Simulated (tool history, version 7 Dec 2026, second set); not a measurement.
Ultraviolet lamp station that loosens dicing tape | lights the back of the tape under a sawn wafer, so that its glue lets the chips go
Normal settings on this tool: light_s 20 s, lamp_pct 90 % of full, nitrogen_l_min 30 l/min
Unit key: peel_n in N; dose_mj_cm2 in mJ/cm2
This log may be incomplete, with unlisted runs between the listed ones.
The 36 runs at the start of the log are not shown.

| run | hour | light_s | lamp_pct | nitrogen_l_min | peel_n | dose_mj_cm2 |
|---|---|---|---|---|---|---|
| 37 | 1952.1 | 31 | 79 | 17 | 0.615 | 466 |
| 38 | 1987.8 | 31 | 79 | 9 | 0.882 | 467 |
| 39 | 2056.5 | 31 | 79 | 9 | 0.942 | 450 |
| 40 | 2110.6 | 31 | 100 | 27 | 0.344 | 567 |
|  | 2127.1 | window cleaned of glue's vapour |
| 41 | 2154.5 | 31 | 89 | 20 | 0.391 | 595 |
| 42 | 2194.3 | 31 | 89 | 20 | 0.394 | 587 |
| 43 | 2273.1 | 23 | 69 | 11 | 1.312 | 325 |
| 44 | 2334.9 | 21 | 90 | 12 | 1.015 | 387 |

Below are 3 alternative next runs, each starting from the tool's condition after run 44. Predict each:
| A | 2394.1 | 25 | 99 | 54 | ? | ? |
| B | 2394.1 | 19 | 90 | 10 | ? | ? |
| C | 2394.1 | 20 | 81 | 30 | ? | ? |

| run | peel_n | dose_mj_cm2 |
|---|---|---|
| A | 0.321 | 487 |
| B | 1.252 | 340 |
| C | 0.753 | 324 |
With no hidden state in the tool, these same runs would have given:
| run | peel_n | dose_mj_cm2 |
|---|---|---|
| A | 0.27 | 597 |
| B | 0.97 | 416 |
| C | 0.556 | 397 |
